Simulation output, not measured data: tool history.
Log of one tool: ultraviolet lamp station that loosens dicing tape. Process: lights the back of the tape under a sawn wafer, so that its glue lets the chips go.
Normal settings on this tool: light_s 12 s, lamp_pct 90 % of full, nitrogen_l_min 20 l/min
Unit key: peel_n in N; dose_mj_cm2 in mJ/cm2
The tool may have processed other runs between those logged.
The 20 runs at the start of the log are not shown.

{"run": 21, "hour": 220.9, "light_s": 12, "lamp_pct": 90, "nitrogen_l_min": 20, "peel_n": 0.222, "dose_mj_cm2": 351}
{"run": 22, "hour": 231.8, "light_s": 12, "lamp_pct": 90, "nitrogen_l_min": 20, "peel_n": 0.225, "dose_mj_cm2": 349}
{"run": 23, "hour": 244.6, "light_s": 10, "lamp_pct": 88, "nitrogen_l_min": 18, "peel_n": 0.422, "dose_mj_cm2": 287}
{"run": 24, "hour": 258.9, "light_s": 11, "lamp_pct": 90, "nitrogen_l_min": 20, "peel_n": 0.274, "dose_mj_cm2": 324}
{"run": 25, "hour": 268.7, "light_s": 11, "lamp_pct": 90, "nitrogen_l_min": 20, "peel_n": 0.28, "dose_mj_cm2": 319}
{"run": 26, "hour": 275.6, "light_s": 11, "lamp_pct": 90, "nitrogen_l_min": 20, "peel_n": 0.281, "dose_mj_cm2": 324}
{"run": 27, "hour": 290.3, "light_s": 10, "lamp_pct": 83, "nitrogen_l_min": 20, "peel_n": 0.447, "dose_mj_cm2": 271}
{"run": 28, "hour": 299.4, "light_s": 16, "lamp_pct": 68, "nitrogen_l_min": 7, "peel_n": 0.553, "dose_mj_cm2": 356}
{"run": 29, "hour": 306.7, "light_s": 16, "lamp_pct": 65, "nitrogen_l_min": 9, "peel_n": 0.494, "dose_mj_cm2": 338}

Run 30, settings as shown, results not yet in. Your forecast:
{"run": 30, "hour": 315.7, "light_s": 22, "lamp_pct": 65, "nitrogen_l_min": 15, "peel_n": "?", "dose_mj_cm2": "?"}

peel_n: 0.124 N
dose_mj_cm2: 476 mJ/cm2
Take away the tool's hidden state, keep the run-to-run variation as it was, and the same run would have given peel_n 0.124 N, dose_mj_cm2 476 mJ/cm2.

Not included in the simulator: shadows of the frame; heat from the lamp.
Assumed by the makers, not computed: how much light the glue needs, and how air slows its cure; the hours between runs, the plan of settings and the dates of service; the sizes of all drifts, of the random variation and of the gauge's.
